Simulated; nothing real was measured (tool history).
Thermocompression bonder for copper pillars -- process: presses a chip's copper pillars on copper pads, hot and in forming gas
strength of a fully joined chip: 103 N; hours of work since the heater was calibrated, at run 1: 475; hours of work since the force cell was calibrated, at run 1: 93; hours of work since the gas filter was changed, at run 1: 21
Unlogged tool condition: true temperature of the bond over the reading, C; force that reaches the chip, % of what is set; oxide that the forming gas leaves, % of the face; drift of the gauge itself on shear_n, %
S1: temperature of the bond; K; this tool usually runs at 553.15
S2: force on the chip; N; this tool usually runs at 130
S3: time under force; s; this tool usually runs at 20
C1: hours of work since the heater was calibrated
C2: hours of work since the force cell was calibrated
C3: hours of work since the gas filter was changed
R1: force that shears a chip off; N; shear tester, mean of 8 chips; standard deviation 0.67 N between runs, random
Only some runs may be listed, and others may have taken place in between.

run,hour,S1,S2,S3,C1,C2,C3,R1
1,0.0,553.15,130,20,475,93,21,42.6
2,10.8,553.15,130,48,480,99,26,58.0
3,28.5,553.15,130,48,489,107,35,59.5
4,52.0,557.15,130,20,500,118,46,44.8
5,73.0,557.15,130,20,510,128,56,46.0
6,84.3,557.15,130,20,515,133,61,43.8
7,108.7,557.15,130,20,527,145,73,44.8
8,133.1,557.15,130,20,538,156,84,45.0
9,148.0,553.15,130,20,545,163,91,42.7
10,167.4,553.15,130,54,554,172,100,58.2
11,186.0,539.15,130,20,563,181,109,32.9
12,200.7,539.15,130,25,570,188,116,36.9
13,218.7,539.15,130,25,579,197,125,36.9
14,241.6,570.15,130,25,589,208,135,56.4
15,256.7,570.15,130,25,597,215,143,56.5
16,271.0,553.15,130,20,603,221,149,40.8
17,291.8,553.15,130,20,613,231,159,41.1
18,312.1,553.15,148,20,623,241,169,44.6
19,331.9,549.15,130,20,632,250,178,38.0
20,355.3,549.15,130,20,643,261,189,38.4
21,370.7,549.15,130,20,650,269,196,38.2
22,382.3,555.15,161,15,656,274,202,43.8
23,407.2,555.15,161,15,668,286,214,43.3
24,425.4,569.15,161,35,676,294,222,67.2
25,443.4,569.15,184,35,685,303,231,71.2
26,462.8,558.15,184,35,694,312,240,64.0
27,484.4,558.15,184,35,704,322,250,65.0
28,498.6,558.15,184,35,711,329,257,64.5
29,523.5,558.15,184,35,723,341,269,64.0
30,536.8,553.15,130,56,729,347,275,57.8
31,551.1,525.15,130,19,736,354,282,24.4
32,571.5,525.15,130,19,745,363,291,24.3
33,583.4,571.15,136,37,751,369,297,63.1
34,595.2,532.15,136,56,756,375,302,44.4
35,615.2,552.15,81,20,766,384,312,26.1
36,634.5,581.15,130,25,775,393,321,58.8
37,650.4,581.15,130,25,783,401,328,60.4
38,662.3,581.15,130,25,788,406,334,61.8
39,675.3,553.15,186,20,794,412,340,49.6
40,692.3,549.15,130,43,802,420,348,48.3

4 ways to go on from here, each from the tool as it stands after run 40. What would each give?
A,716.5,529.15,102,39,814,432,360,?
B,716.5,549.15,149,43,814,432,360,?
C,716.5,540.15,130,10,814,432,360,?
D,716.5,575.15,84,18,814,432,360,?

run,R1
A,28.6
B,52.9
C,23.7
D,38.7
Take away the tool's hidden state, keep each run's random variation, and the runs would have read:
run,R1
A,33.6
B,60.1
C,27.8
D,44.3
